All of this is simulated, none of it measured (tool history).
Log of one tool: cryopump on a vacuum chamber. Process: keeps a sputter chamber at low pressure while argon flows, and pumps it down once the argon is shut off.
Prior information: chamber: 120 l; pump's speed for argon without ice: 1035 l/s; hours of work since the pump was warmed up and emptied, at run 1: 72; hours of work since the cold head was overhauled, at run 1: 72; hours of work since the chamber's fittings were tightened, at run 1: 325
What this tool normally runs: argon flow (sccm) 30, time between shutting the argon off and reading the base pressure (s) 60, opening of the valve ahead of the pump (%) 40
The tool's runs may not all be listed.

| run | day | argon flow (sccm) | time between shutting the argon off and reading the base pressure (s) | opening of the valve ahead of the pump (%) | hours of work since the pump was warmed up and emptied | hours of work since the cold head was overhauled | hours of work since the chamber's fittings were tightened | pressure while argon flows (Pa) | pressure after the wait (uPa) |
|---|---|---|---|---|---|---|---|---|---|
| 1 | 0 | 30 | 60 | 40 | 72 | 72 | 325 | 0.1259 | 2.82 |
| 2 | 1.346 | 30 | 60 | 40 | 95 | 95 | 348 | 0.1258 | 2.84 |
| 3 | 2.804 | 30 | 60 | 40 | 120 | 120 | 373 | 0.1279 | 2.9 |
| 4 | 3.821 | 30 | 60 | 40 | 137 | 137 | 391 | 0.1287 | 2.97 |
| 5 | 5.346 | 30 | 60 | 40 | 163 | 163 | 417 | 0.1297 | 2.96 |
| 6 | 6.583 | 30 | 60 | 40 | 184 | 184 | 438 | 0.1312 | 2.93 |
| 7 | 7.896 | 30 | 60 | 40 | 206 | 206 | 460 | 0.1307 | 3.1 |
| 8 | 9.258 | 30 | 60 | 40 | 230 | 230 | 483 | 0.1333 | 3.17 |
| 9 | 10.167 | 30 | 60 | 40 | 245 | 245 | 499 | 0.1347 | 3.11 |
| 10 | 11.146 | 30 | 60 | 40 | 262 | 262 | 515 | 0.1366 | 3.22 |
| 11 | 11.917 | 16 | 39 | 55 | 275 | 275 | 529 | 0.0541 | 4.4 |
| 12 | 13.508 | 14 | 184 | 32 | 302 | 302 | 556 | 0.0793 | 1.91 |
| 13 | 14.8 | 29 | 99 | 22 | 324 | 324 | 578 | 0.2294 | 2.56 |
| 14 | 15.65 | 29 | 99 | 22 | 339 | 339 | 592 | 0.2328 | 2.58 |
| 15 | 17.321 | 29 | 99 | 22 | 367 | 367 | 621 | 0.2332 | 2.67 |
|  | 18.229 | pump warmed up, emptied and cooled again |
| 16 | 19.246 | 30 | 107 | 56 | 17 | 396 | 650 | 0.0883 | 2.21 |
| 17 | 20.721 | 30 | 48 | 28 | 43 | 422 | 675 | 0.1776 | 3.67 |
| 18 | 21.817 | 30 | 48 | 28 | 61 | 440 | 694 | 0.1767 | 3.79 |
| 19 | 23.196 | 44 | 60 | 40 | 85 | 464 | 717 | 0.1854 | 3.29 |
| 20 | 24.6 | 44 | 60 | 40 | 109 | 488 | 741 | 0.1854 | 3.29 |

Forecast each of these 5 alternatives for the next run:
| A | 25.504 | 50 | 82 | 40 | 124 | 503 | 757 | ? | ? |
| B | 25.504 | 46 | 47 | 58 | 124 | 503 | 757 | ? | ? |
| C | 25.504 | 44 | 60 | 37 | 124 | 503 | 757 | ? | ? |
| D | 25.504 | 14 | 60 | 42 | 124 | 503 | 757 | ? | ? |
| E | 25.504 | 44 | 53 | 40 | 124 | 503 | 757 | ? | ? |

| run | pressure while argon flows (Pa) | pressure after the wait (uPa) |
|---|---|---|
| A | 0.2145 | 2.8 |
| B | 0.1389 | 3.99 |
| C | 0.2032 | 3.38 |
| D | 0.0569 | 3.38 |
| E | 0.187 | 3.68 |
Take away the tool's hidden state, keep each run's random variation, and the runs would have read:
| run | pressure while argon flows (Pa) | pressure after the wait (uPa) |
|---|---|---|
| A | 0.2043 | 1.83 |
| B | 0.1296 | 3 |
| C | 0.1943 | 2.41 |
| D | 0.054 | 2.4 |
| E | 0.1781 | 2.71 |
